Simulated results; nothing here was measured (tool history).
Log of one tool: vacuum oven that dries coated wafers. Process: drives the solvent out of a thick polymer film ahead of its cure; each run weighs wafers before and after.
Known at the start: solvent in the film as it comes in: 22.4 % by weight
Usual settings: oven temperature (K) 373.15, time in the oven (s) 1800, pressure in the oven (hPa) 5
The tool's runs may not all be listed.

{"run": 1, "hour": 0.0, "oven temperature (K)": 373.15, "time in the oven (s)": 1800, "pressure in the oven (hPa)": 5, "solvent left in the film (%)": 3.83}
{"run": 2, "hour": 12.4, "oven temperature (K)": 373.15, "time in the oven (s)": 1800, "pressure in the oven (hPa)": 5, "solvent left in the film (%)": 3.64}
{"run": 3, "hour": 22.8, "oven temperature (K)": 373.15, "time in the oven (s)": 1800, "pressure in the oven (hPa)": 8.58, "solvent left in the film (%)": 3.88}
{"run": 4, "hour": 35.9, "oven temperature (K)": 373.15, "time in the oven (s)": 1800, "pressure in the oven (hPa)": 8.58, "solvent left in the film (%)": 3.9}
{"run": 5, "hour": 48.5, "oven temperature (K)": 373.15, "time in the oven (s)": 1800, "pressure in the oven (hPa)": 8.58, "solvent left in the film (%)": 3.87}
{"run": 6, "hour": 55.0, "oven temperature (K)": 373.15, "time in the oven (s)": 1800, "pressure in the oven (hPa)": 8.58, "solvent left in the film (%)": 3.91}
{"run": 7, "hour": 62.6, "oven temperature (K)": 373.15, "time in the oven (s)": 1800, "pressure in the oven (hPa)": 8.58, "solvent left in the film (%)": 3.85}
{"run": 8, "hour": 72.1, "oven temperature (K)": 373.15, "time in the oven (s)": 1800, "pressure in the oven (hPa)": 8.58, "solvent left in the film (%)": 3.93}
{"run": 9, "hour": 84.7, "oven temperature (K)": 373.15, "time in the oven (s)": 1800, "pressure in the oven (hPa)": 8.58, "solvent left in the film (%)": 3.74}
{"run": 10, "hour": 92.2, "oven temperature (K)": 373.15, "time in the oven (s)": 1800, "pressure in the oven (hPa)": 4.6, "solvent left in the film (%)": 3.7}
{"run": 11, "hour": 98.1, "oven temperature (K)": 361.15, "time in the oven (s)": 1800, "pressure in the oven (hPa)": 4.6, "solvent left in the film (%)": 9.07}
{"run": 12, "hour": 109.6, "oven temperature (K)": 361.15, "time in the oven (s)": 1800, "pressure in the oven (hPa)": 4.6, "solvent left in the film (%)": 9.07}
{"run": 13, "hour": 116.2, "oven temperature (K)": 373.15, "time in the oven (s)": 1800, "pressure in the oven (hPa)": 16.66, "solvent left in the film (%)": 4.18}
{"run": 14, "hour": 123.2, "oven temperature (K)": 373.15, "time in the oven (s)": 1800, "pressure in the oven (hPa)": 16.66, "solvent left in the film (%)": 4.12}
{"run": 15, "hour": 135.5, "oven temperature (K)": 373.15, "time in the oven (s)": 2160, "pressure in the oven (hPa)": 5, "solvent left in the film (%)": 2.74}
{"run": 16, "hour": 145.4, "oven temperature (K)": 373.15, "time in the oven (s)": 2040, "pressure in the oven (hPa)": 5, "solvent left in the film (%)": 3.06}
{"run": 17, "hour": 156.0, "oven temperature (K)": 373.15, "time in the oven (s)": 2040, "pressure in the oven (hPa)": 5, "solvent left in the film (%)": 3.05}
{"run": 18, "hour": 161.5, "oven temperature (K)": 373.15, "time in the oven (s)": 1800, "pressure in the oven (hPa)": 5, "solvent left in the film (%)": 3.83}
{"run": 19, "hour": 167.2, "oven temperature (K)": 373.15, "time in the oven (s)": 1800, "pressure in the oven (hPa)": 5, "solvent left in the film (%)": 3.75}
{"run": 20, "hour": 176.7, "oven temperature (K)": 373.15, "time in the oven (s)": 1800, "pressure in the oven (hPa)": 5, "solvent left in the film (%)": 3.7}
{"run": 21, "hour": 186.3, "oven temperature (K)": 373.15, "time in the oven (s)": 1800, "pressure in the oven (hPa)": 5, "solvent left in the film (%)": 3.78}
{"run": 22, "hour": 197.8, "oven temperature (K)": 373.15, "time in the oven (s)": 1800, "pressure in the oven (hPa)": 5, "solvent left in the film (%)": 3.76}
{"run": 23, "hour": 208.5, "oven temperature (K)": 373.15, "time in the oven (s)": 1800, "pressure in the oven (hPa)": 5, "solvent left in the film (%)": 3.74}
{"run": 24, "hour": 216.6, "oven temperature (K)": 373.15, "time in the oven (s)": 1800, "pressure in the oven (hPa)": 5, "solvent left in the film (%)": 3.7}
{"run": 25, "hour": 226.8, "oven temperature (K)": 380.15, "time in the oven (s)": 1800, "pressure in the oven (hPa)": 4.51, "solvent left in the film (%)": 1.61}
{"run": 26, "hour": 233.3, "oven temperature (K)": 369.15, "time in the oven (s)": 1620, "pressure in the oven (hPa)": 3.32, "solvent left in the film (%)": 6.05}
{"run": 27, "hour": 242.5, "oven temperature (K)": 384.15, "time in the oven (s)": 2460, "pressure in the oven (hPa)": 5, "solvent left in the film (%)": 0.3}
{"run": 28, "hour": 250.2, "oven temperature (K)": 375.15, "time in the oven (s)": 1920, "pressure in the oven (hPa)": 10.07, "solvent left in the film (%)": 2.93}
{"run": 29, "hour": 258.5, "oven temperature (K)": 373.15, "time in the oven (s)": 1500, "pressure in the oven (hPa)": 11.93, "solvent left in the film (%)": 4.97}
{"run": 30, "hour": 266.5, "oven temperature (K)": 373.15, "time in the oven (s)": 1500, "pressure in the oven (hPa)": 11.93, "solvent left in the film (%)": 5.06}
{"run": 31, "hour": 274.6, "oven temperature (K)": 373.15, "time in the oven (s)": 1500, "pressure in the oven (hPa)": 11.93, "solvent left in the film (%)": 5.1}
{"run": 32, "hour": 282.1, "oven temperature (K)": 373.15, "time in the oven (s)": 1740, "pressure in the oven (hPa)": 3.84, "solvent left in the film (%)": 3.95}
{"run": 33, "hour": 290.6, "oven temperature (K)": 373.15, "time in the oven (s)": 1740, "pressure in the oven (hPa)": 3.84, "solvent left in the film (%)": 3.91}
{"run": 34, "hour": 298.6, "oven temperature (K)": 373.15, "time in the oven (s)": 1740, "pressure in the oven (hPa)": 3.84, "solvent left in the film (%)": 3.92}
{"run": 35, "hour": 307.6, "oven temperature (K)": 373.15, "time in the oven (s)": 1740, "pressure in the oven (hPa)": 3.84, "solvent left in the film (%)": 3.86}
{"run": 36, "hour": 316.4, "oven temperature (K)": 376.15, "time in the oven (s)": 1140, "pressure in the oven (hPa)": 3.81, "solvent left in the film (%)": 5.35}
{"run": 37, "hour": 325.2, "oven temperature (K)": 375.15, "time in the oven (s)": 2460, "pressure in the oven (hPa)": 8.62, "solvent left in the film (%)": 1.83}
{"run": 38, "hour": 335.6, "oven temperature (K)": 373.15, "time in the oven (s)": 3060, "pressure in the oven (hPa)": 5, "solvent left in the film (%)": 1.35}
{"run": 39, "hour": 343.8, "oven temperature (K)": 373.15, "time in the oven (s)": 3060, "pressure in the oven (hPa)": 5, "solvent left in the film (%)": 1.29}
{"run": 40, "hour": 350.0, "oven temperature (K)": 373.15, "time in the oven (s)": 3060, "pressure in the oven (hPa)": 5, "solvent left in the film (%)": 1.35}
{"run": 41, "hour": 362.8, "oven temperature (K)": 373.15, "time in the oven (s)": 2700, "pressure in the oven (hPa)": 5, "solvent left in the film (%)": 1.79}
{"run": 42, "hour": 375.6, "oven temperature (K)": 373.15, "time in the oven (s)": 3180, "pressure in the oven (hPa)": 4.04, "solvent left in the film (%)": 1.1}
{"run": 43, "hour": 387.2, "oven temperature (K)": 373.15, "time in the oven (s)": 3180, "pressure in the oven (hPa)": 4.04, "solvent left in the film (%)": 1.22}
{"run": 44, "hour": 395.2, "oven temperature (K)": 373.15, "time in the oven (s)": 3180, "pressure in the oven (hPa)": 4.04, "solvent left in the film (%)": 1.21}
{"run": 45, "hour": 403.6, "oven temperature (K)": 373.15, "time in the oven (s)": 3180, "pressure in the oven (hPa)": 4.04, "solvent left in the film (%)": 1.13}
{"run": 46, "hour": 415.7, "oven temperature (K)": 367.15, "time in the oven (s)": 2280, "pressure in the oven (hPa)": 6.54, "solvent left in the film (%)": 4.96}
{"run": 47, "hour": 425.3, "oven temperature (K)": 360.15, "time in the oven (s)": 1440, "pressure in the oven (hPa)": 3.23, "solvent left in the film (%)": 10.8}

Forecast each of these 4 alternatives for the next run:
{"run": "A", "hour": 438.2, "oven temperature (K)": 381.15, "time in the oven (s)": 1140, "pressure in the oven (hPa)": 11.15, "solvent left in the film (%)": "?"}
{"run": "B", "hour": 438.2, "oven temperature (K)": 373.15, "time in the oven (s)": 2880, "pressure in the oven (hPa)": 5, "solvent left in the film (%)": "?"}
{"run": "C", "hour": 438.2, "oven temperature (K)": 365.15, "time in the oven (s)": 1800, "pressure in the oven (hPa)": 5.66, "solvent left in the film (%)": "?"}
{"run": "D", "hour": 438.2, "oven temperature (K)": 374.15, "time in the oven (s)": 1440, "pressure in the oven (hPa)": 3.23, "solvent left in the film (%)": "?"}

run=A solvent_left_in_the_film_(%)=3.54
run=B solvent_left_in_the_film_(%)=1.59
run=C solvent_left_in_the_film_(%)=7.2
run=D solvent_left_in_the_film_(%)=4.71
Without the tool's hidden state the same runs would have given:
run=A solvent_left_in_the_film_(%)=3.53
run=B solvent_left_in_the_film_(%)=1.58
run=C solvent_left_in_the_film_(%)=7.19
run=D solvent_left_in_the_film_(%)=4.7

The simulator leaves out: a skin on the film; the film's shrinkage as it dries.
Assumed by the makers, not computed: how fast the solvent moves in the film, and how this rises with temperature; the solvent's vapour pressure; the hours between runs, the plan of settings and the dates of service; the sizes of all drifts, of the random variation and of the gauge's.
